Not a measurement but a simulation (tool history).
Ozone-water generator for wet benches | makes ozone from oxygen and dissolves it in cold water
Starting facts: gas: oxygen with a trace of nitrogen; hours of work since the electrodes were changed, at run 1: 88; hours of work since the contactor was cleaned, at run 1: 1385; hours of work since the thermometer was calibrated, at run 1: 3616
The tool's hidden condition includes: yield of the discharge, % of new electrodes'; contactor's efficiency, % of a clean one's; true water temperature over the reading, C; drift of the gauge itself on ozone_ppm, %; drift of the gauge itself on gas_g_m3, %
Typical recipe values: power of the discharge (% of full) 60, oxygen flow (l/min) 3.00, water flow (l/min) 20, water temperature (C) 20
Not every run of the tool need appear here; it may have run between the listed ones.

run,hour,power of the discharge (% of full),oxygen flow (l/min),water flow (l/min),water temperature (C),hours of work since the electrodes were changed,hours of work since the contactor was cleaned,hours of work since the thermometer was calibrated,dissolved ozone (ppm),ozone in the gas ahead of the water (g/m3)
1,0.0,60,3.00,20,20,88,1385,3616,12.3,180.9
2,32.3,60,3.00,20,20,115,1411,3643,12.3,181.3
3,61.0,44,3.00,20,20,139,1435,3667,9.3,136.6
4,101.5,60,3.00,18,20,172,1468,3700,13.4,183.7
5,140.6,51,3.00,20,20,204,1501,3732,10.7,158.6
6,164.6,74,3.00,20,20,224,1521,3752,14.7,222.5
7,201.7,74,3.00,20,14,255,1551,3783,15.6,220.3
8,232.1,74,3.00,20,14,280,1576,3808,15.7,221.2
9,254.6,74,3.00,20,14,298,1595,3827,15.6,220.2
10,291.7,60,3.00,15,20,329,1626,3857,15.2,182.8
11,310.9,60,3.00,20,20,345,1641,3873,12.0,184.8
12,341.2,60,3.00,20,20,370,1667,3898,12.2,183.3
13,367.5,60,3.00,20,20,392,1688,3920,12.3,180.5
14,404.5,60,3.00,20,20,422,1719,3950,12.2,183.6
15,429.4,60,3.00,20,20,443,1739,3971,12.2,182.3
16,459.3,60,3.00,20,20,468,1764,3996,12.3,183.2
17,480.0,60,3.00,20,20,485,1781,4013,11.9,181.9
18,513.0,60,3.00,14,18,512,1809,4040,16.6,183.5
19,556.1,60,3.00,14,18,548,1844,4076,16.7,183.3
20,586.8,60,2.02,14,13,573,1869,4101,17.9,237.7
21,613.9,60,2.02,14,13,595,1892,4123,17.6,235.6
22,657.3,60,2.18,14,20,631,1928,4159,16.5,225.4
23,681.2,60,2.18,14,20,651,1947,4179,16.4,226.0
24,718.4,68,3.03,20,23,682,1978,4210,13.5,202.7
25,750.6,68,3.03,20,23,708,2005,4236,13.2,203.7
26,780.8,77,3.00,20,25,733,2030,4261,14.5,229.7
27,803.1,77,3.00,30,25,752,2048,4280,9.9,230.2
28,828.7,60,3.00,24,20,773,2069,4301,10.5,181.4
# hour 853.9: water thermometer calibrated
29,865.5,53,1.60,14,22,803,2099,10,14.3,242.6
30,886.9,66,1.60,14,18,820,2117,27,18.2,301.2

5 ways to go on from here, each from the tool as it stands after run 30. What would each give?
A,909.9,50,2.33,18,20,839,2136,46,?,?
B,909.9,66,1.60,14,27,839,2136,46,?,?
C,909.9,60,1.52,24,22,839,2136,46,?,?
D,909.9,96,1.60,14,18,839,2136,46,?,?
E,909.9,60,3.00,20,16,839,2136,46,?,?

run,dissolved ozone (ppm),ozone in the gas ahead of the water (g/m3)
A,11.2,181.3
B,16.5,297.7
C,9.4,283.1
D,25.5,421.5
E,12.9,183.3
Without the tool's hidden state the same runs would have given:
run,dissolved ozone (ppm),ozone in the gas ahead of the water (g/m3)
A,11.2,181.3
B,16.6,297.8
C,9.4,283.2
D,25.5,421.8
E,12.9,183.4
